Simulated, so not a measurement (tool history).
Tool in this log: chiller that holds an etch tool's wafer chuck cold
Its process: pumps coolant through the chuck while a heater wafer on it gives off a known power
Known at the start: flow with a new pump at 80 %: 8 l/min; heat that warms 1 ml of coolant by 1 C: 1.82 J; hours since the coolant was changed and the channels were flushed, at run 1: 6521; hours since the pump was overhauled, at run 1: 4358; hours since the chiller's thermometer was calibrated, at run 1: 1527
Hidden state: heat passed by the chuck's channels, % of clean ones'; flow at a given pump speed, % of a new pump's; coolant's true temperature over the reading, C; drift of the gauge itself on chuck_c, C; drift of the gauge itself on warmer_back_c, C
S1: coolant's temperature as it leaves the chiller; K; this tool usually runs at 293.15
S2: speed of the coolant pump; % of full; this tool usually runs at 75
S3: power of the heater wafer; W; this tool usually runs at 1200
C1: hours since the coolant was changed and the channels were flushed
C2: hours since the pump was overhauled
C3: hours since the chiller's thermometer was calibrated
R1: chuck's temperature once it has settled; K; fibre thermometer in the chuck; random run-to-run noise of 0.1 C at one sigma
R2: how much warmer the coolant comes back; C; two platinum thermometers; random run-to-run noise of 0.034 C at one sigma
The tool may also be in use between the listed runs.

run,hour,S1,S2,S3,C1,C2,C3,R1,R2
1,0,293.15,75,1200,6521,4358,1527,307.35,5.45
2,116.7,290.15,75,1200,6637,4474,1643,304.55,5.42
3,325,293.15,68,1200,6846,4683,1852,308.95,5.98
4,423.5,293.15,68,1200,6944,4781,1950,308.85,6.03
5,641.3,293.15,68,1200,7162,4999,2168,309.05,6.01
6,779.3,293.15,92,1200,7300,5137,2306,305.35,4.47
7,945.5,293.15,75,1200,7466,5303,2472,307.75,5.55
8,1108.8,293.15,84,1200,7629,5466,2635,306.45,4.98
9,1321.1,293.15,84,1200,7842,5679,2848,306.55,4.9
10,1414.5,293.15,84,1200,7935,5772,2941,306.55,4.94
# hour 1559.4: chiller's thermometer calibrated
11,1577.9,290.15,84,1200,8098,5934,19,303.45,4.9
12,1803.2,290.15,67,951,8323,6160,244,303.35,4.92
13,1914.1,290.15,67,951,8434,6271,355,303.05,4.93
14,2093.8,293.15,94,972,8613,6450,534,302.95,3.64
15,2294.1,293.15,94,972,8814,6651,735,302.95,3.6
16,2419.2,293.15,74,972,8939,6776,860,305.45,4.53
17,2603.4,302.15,81,927,9123,6960,1044,312.95,3.96
18,2731.6,290.15,86,915,9251,7088,1172,300.25,3.72

4 options for the next run, each taken on its own from the tool as it stands now. Forecast them:
A,2906,290.15,86,735,9426,7263,1347,?,?
B,2906,293.15,98,1200,9426,7263,1347,?,?
C,2906,289.15,68,1214,9426,7263,1347,?,?
D,2906,290.15,87,915,9426,7263,1347,?,?

run,R1,R2
A,298.35,3.02
B,305.25,4.28
C,305.95,6.29
D,300.45,3.72
With no hidden state in the tool, these same runs would have given:
run,R1,R2
A,297.15,2.85
B,303.45,4.04
C,303.45,5.94
D,298.95,3.52
